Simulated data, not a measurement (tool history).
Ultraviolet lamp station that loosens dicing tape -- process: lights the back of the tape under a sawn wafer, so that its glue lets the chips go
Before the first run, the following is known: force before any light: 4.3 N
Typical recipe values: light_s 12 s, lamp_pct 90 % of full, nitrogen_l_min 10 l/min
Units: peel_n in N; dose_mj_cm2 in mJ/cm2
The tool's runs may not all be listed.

{"run": 1, "day": 0.0, "light_s": 12, "lamp_pct": 90, "nitrogen_l_min": 10, "peel_n": 0.489, "dose_mj_cm2": 302}
{"run": 2, "day": 0.292, "light_s": 10, "lamp_pct": 90, "nitrogen_l_min": 10, "peel_n": 0.631, "dose_mj_cm2": 254}
{"run": 3, "day": 0.796, "light_s": 10, "lamp_pct": 90, "nitrogen_l_min": 10, "peel_n": 0.661, "dose_mj_cm2": 254}
{"run": 4, "day": 1.242, "light_s": 10, "lamp_pct": 90, "nitrogen_l_min": 10, "peel_n": 0.65, "dose_mj_cm2": 254}
{"run": 5, "day": 1.683, "light_s": 10, "lamp_pct": 90, "nitrogen_l_min": 10, "peel_n": 0.665, "dose_mj_cm2": 254}
{"run": 6, "day": 1.996, "light_s": 10, "lamp_pct": 90, "nitrogen_l_min": 10, "peel_n": 0.706, "dose_mj_cm2": 235}
{"run": 7, "day": 2.354, "light_s": 10, "lamp_pct": 90, "nitrogen_l_min": 10, "peel_n": 0.726, "dose_mj_cm2": 234}
{"run": 8, "day": 2.925, "light_s": 10, "lamp_pct": 90, "nitrogen_l_min": 10, "peel_n": 0.724, "dose_mj_cm2": 235}
{"run": 9, "day": 3.408, "light_s": 12, "lamp_pct": 70, "nitrogen_l_min": 10, "peel_n": 0.814, "dose_mj_cm2": 217}
{"run": 10, "day": 3.971, "light_s": 10, "lamp_pct": 87, "nitrogen_l_min": 11, "peel_n": 0.787, "dose_mj_cm2": 221}
{"run": 11, "day": 4.4, "light_s": 10, "lamp_pct": 87, "nitrogen_l_min": 11, "peel_n": 0.767, "dose_mj_cm2": 217}
{"run": 12, "day": 4.808, "light_s": 10, "lamp_pct": 87, "nitrogen_l_min": 11, "peel_n": 0.599, "dose_mj_cm2": 264}
{"run": 13, "day": 5.104, "light_s": 11, "lamp_pct": 70, "nitrogen_l_min": 14, "peel_n": 0.678, "dose_mj_cm2": 233}

Not shown: 2 entries that the log had between the listed runs. Between which runs, and how does the tool's hidden state differ before and after?
In the gap between runs 5 and 6: window cleaned of glue's vapour (day 1.738)
  lamp's light, % of a new lamp's: 93.6 -> 93.5; light that the window lets through, % of a clean one's: 91 -> 84.6
  what was measured, less what the result would be without the hidden state, peel_n: +0.138 -> +0.205 N; dose_mj_cm2: -44 -> -63 mJ/cm2
In the gap between runs 11 and 12: window cleaned of glue's vapour, once more (day 4.638)
  lamp's light, % of a new lamp's: 92.3 -> 92.1; light that the window lets through, % of a clean one's: 84 -> 99.8
  what was measured, less what the result would be without the hidden state, peel_n: +0.233 -> +0.068 N; dose_mj_cm2: -63 -> -23 mJ/cm2

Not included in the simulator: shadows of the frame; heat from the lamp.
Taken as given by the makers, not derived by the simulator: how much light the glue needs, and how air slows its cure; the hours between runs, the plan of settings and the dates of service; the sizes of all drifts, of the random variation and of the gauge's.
